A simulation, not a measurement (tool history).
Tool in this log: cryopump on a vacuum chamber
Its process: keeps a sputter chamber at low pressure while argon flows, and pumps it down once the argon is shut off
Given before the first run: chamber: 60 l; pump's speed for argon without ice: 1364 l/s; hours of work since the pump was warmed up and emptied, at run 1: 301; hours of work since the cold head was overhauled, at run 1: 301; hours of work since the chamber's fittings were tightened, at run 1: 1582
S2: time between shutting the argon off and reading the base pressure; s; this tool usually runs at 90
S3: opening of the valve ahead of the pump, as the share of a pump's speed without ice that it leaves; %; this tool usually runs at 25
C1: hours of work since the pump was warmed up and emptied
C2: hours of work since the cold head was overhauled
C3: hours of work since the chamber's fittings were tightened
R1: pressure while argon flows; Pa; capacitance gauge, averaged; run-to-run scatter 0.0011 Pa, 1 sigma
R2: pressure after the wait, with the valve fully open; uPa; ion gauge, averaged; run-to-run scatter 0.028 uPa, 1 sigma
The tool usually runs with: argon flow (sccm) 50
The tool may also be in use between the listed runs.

{"run": 1, "hour": 0.0, "argon flow (sccm)": 50, "S2": 90, "S3": 25, "C1": 301, "C2": 301, "C3": 1582, "R1": 0.2524, "R2": 2.72}
{"run": 2, "hour": 36.6, "argon flow (sccm)": 50, "S2": 90, "S3": 25, "C1": 319, "C2": 319, "C3": 1600, "R1": 0.2521, "R2": 2.63}
{"run": 3, "hour": 64.9, "argon flow (sccm)": 27, "S2": 90, "S3": 25, "C1": 333, "C2": 333, "C3": 1614, "R1": 0.1368, "R2": 2.82}
{"run": 4, "hour": 115.4, "argon flow (sccm)": 27, "S2": 90, "S3": 25, "C1": 358, "C2": 358, "C3": 1639, "R1": 0.1365, "R2": 2.83}
{"run": 5, "hour": 150.6, "argon flow (sccm)": 27, "S2": 90, "S3": 25, "C1": 376, "C2": 376, "C3": 1656, "R1": 0.1362, "R2": 2.81}
{"run": 6, "hour": 198.6, "argon flow (sccm)": 50, "S2": 90, "S3": 25, "C1": 399, "C2": 399, "C3": 1680, "R1": 0.2538, "R2": 2.9}
{"run": 7, "hour": 234.9, "argon flow (sccm)": 50, "S2": 90, "S3": 25, "C1": 417, "C2": 417, "C3": 1698, "R1": 0.2533, "R2": 2.85}
{"run": 8, "hour": 280.4, "argon flow (sccm)": 50, "S2": 90, "S3": 25, "C1": 440, "C2": 440, "C3": 1720, "R1": 0.252, "R2": 2.94}
{"run": 9, "hour": 310.4, "argon flow (sccm)": 50, "S2": 242, "S3": 25, "C1": 455, "C2": 455, "C3": 1735, "R1": 0.2557, "R2": 2.28}
{"run": 10, "hour": 347.8, "argon flow (sccm)": 50, "S2": 242, "S3": 25, "C1": 473, "C2": 473, "C3": 1754, "R1": 0.2578, "R2": 2.29}
{"run": 11, "hour": 381.6, "argon flow (sccm)": 50, "S2": 90, "S3": 25, "C1": 490, "C2": 490, "C3": 1771, "R1": 0.2568, "R2": 3}
{"run": 12, "hour": 418.8, "argon flow (sccm)": 50, "S2": 90, "S3": 18, "C1": 508, "C2": 508, "C3": 1789, "R1": 0.3558, "R2": 3.06}
{"run": 13, "hour": 467.4, "argon flow (sccm)": 50, "S2": 90, "S3": 18, "C1": 532, "C2": 532, "C3": 1813, "R1": 0.3532, "R2": 3.01}
{"run": 14, "hour": 509.6, "argon flow (sccm)": 26, "S2": 90, "S3": 18, "C1": 553, "C2": 553, "C3": 1834, "R1": 0.1841, "R2": 3.12}
{"run": 15, "hour": 533.2, "argon flow (sccm)": 64, "S2": 57, "S3": 33, "C1": 565, "C2": 565, "C3": 1846, "R1": 0.2517, "R2": 3.62}
{"run": 16, "hour": 571.6, "argon flow (sccm)": 67, "S2": 128, "S3": 25, "C1": 584, "C2": 584, "C3": 1864, "R1": 0.3451, "R2": 2.87}
{"run": 17, "hour": 600.1, "argon flow (sccm)": 51, "S2": 133, "S3": 20, "C1": 598, "C2": 598, "C3": 1879, "R1": 0.3244, "R2": 2.89}
{"run": 18, "hour": 642.9, "argon flow (sccm)": 51, "S2": 133, "S3": 20, "C1": 619, "C2": 619, "C3": 1900, "R1": 0.3274, "R2": 2.84}
{"run": 19, "hour": 666.8, "argon flow (sccm)": 79, "S2": 33, "S3": 35, "C1": 631, "C2": 631, "C3": 1912, "R1": 0.2961, "R2": 5.05}
{"run": 20, "hour": 693.2, "argon flow (sccm)": 79, "S2": 33, "S3": 35, "C1": 644, "C2": 644, "C3": 1925, "R1": 0.2969, "R2": 4.99}
{"run": 21, "hour": 737.6, "argon flow (sccm)": 79, "S2": 33, "S3": 35, "C1": 666, "C2": 666, "C3": 1947, "R1": 0.2984, "R2": 5.06}
{"run": 22, "hour": 770.7, "argon flow (sccm)": 79, "S2": 33, "S3": 35, "C1": 682, "C2": 682, "C3": 1963, "R1": 0.2979, "R2": 4.9}
{"run": 23, "hour": 793.8, "argon flow (sccm)": 79, "S2": 42, "S3": 41, "C1": 694, "C2": 694, "C3": 1974, "R1": 0.258, "R2": 4.54}
{"run": 24, "hour": 818.8, "argon flow (sccm)": 50, "S2": 90, "S3": 42, "C1": 706, "C2": 706, "C3": 1987, "R1": 0.1613, "R2": 3.25}
{"run": 25, "hour": 847.3, "argon flow (sccm)": 49, "S2": 68, "S3": 55, "C1": 720, "C2": 720, "C3": 2001, "R1": 0.1225, "R2": 3.61}

Measured minus without-hidden-state, run by run (identical run-to-run variation in each term; gauge scatter may differ):
The hidden state here: pump's speed, % of a pump's without ice; cold plate's temperature, K; leak into the chamber, uPa l/s; drift of the gauge itself on working_pa, %; drift of the gauge itself on base_upa, %.
run=1 R1=+0.005 R2=+1.43
run=2 R1=+0.0052 R2=+1.41
run=3 R1=+0.0029 R2=+1.51
run=4 R1=+0.0032 R2=+1.53
run=5 R1=+0.0033 R2=+1.54
run=6 R1=+0.0066 R2=+1.58
run=7 R1=+0.0069 R2=+1.59
run=8 R1=+0.0071 R2=+1.65
run=9 R1=+0.0076 R2=+1.63
run=10 R1=+0.0079 R2=+1.67
run=11 R1=+0.0081 R2=+1.71
run=12 R1=+0.0085 R2=+1.74
run=13 R1=+0.0089 R2=+1.74
run=14 R1=+0.0049 R2=+1.82
run=15 R1=+0.0122 R2=+1.76
run=16 R1=+0.0134 R2=+1.87
run=17 R1=+0.0104 R2=+1.93
run=18 R1=+0.0109 R2=+1.92
run=19 R1=+0.0172 R2=+1.91
run=20 R1=+0.0176 R2=+1.9
run=21 R1=+0.0184 R2=+1.95
run=22 R1=+0.0188 R2=+1.92
run=23 R1=+0.0193 R2=+2.01
run=24 R1=+0.0125 R2=+1.98
run=25 R1=+0.0124 R2=+2.01
